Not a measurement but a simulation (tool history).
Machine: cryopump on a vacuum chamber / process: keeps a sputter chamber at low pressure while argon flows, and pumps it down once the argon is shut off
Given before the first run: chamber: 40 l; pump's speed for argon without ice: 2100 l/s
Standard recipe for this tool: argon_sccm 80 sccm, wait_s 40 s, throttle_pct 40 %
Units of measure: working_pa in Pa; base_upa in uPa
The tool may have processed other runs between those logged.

run,hour,argon_sccm,wait_s,throttle_pct,working_pa,base_upa
1,0,80,40,40,0.161,0.97
2,9.1,80,40,40,0.1635,1.01
3,23.7,80,176,40,0.1619,0.43
4,36.9,80,40,40,0.1635,0.99
5,50,46,40,40,0.0943,1.01
6,62.5,80,40,40,0.1652,0.98
7,74.9,80,40,40,0.1637,1.03
8,81.9,80,21,40,0.1643,1.69
9,96.8,101,29,40,0.2068,1.34
10,105,38,29,40,0.0784,1.31
11,115.2,60,176,40,0.1241,0.55
12,125,60,176,40,0.1242,0.56
13,141.2,73,23,16,0.3716,1.52
14,157.3,73,23,21,0.2838,1.6
15,166,35,56,21,0.1364,0.88
16,175.5,94,160,21,0.3643,0.58

Here are 3 independent what-if runs from the current tool condition. What would each one return?
A,189,152,26,20,?,?
B,189,80,40,22,?,?
C,189,59,43,21,?,?

run,working_pa,base_upa
A,0.6197,1.5
B,0.2949,1.08
C,0.2276,1.1
With no hidden state in the tool, these same runs would have given:
run,working_pa,base_upa
A,0.612,1.23
B,0.2909,0.83
C,0.2246,0.83
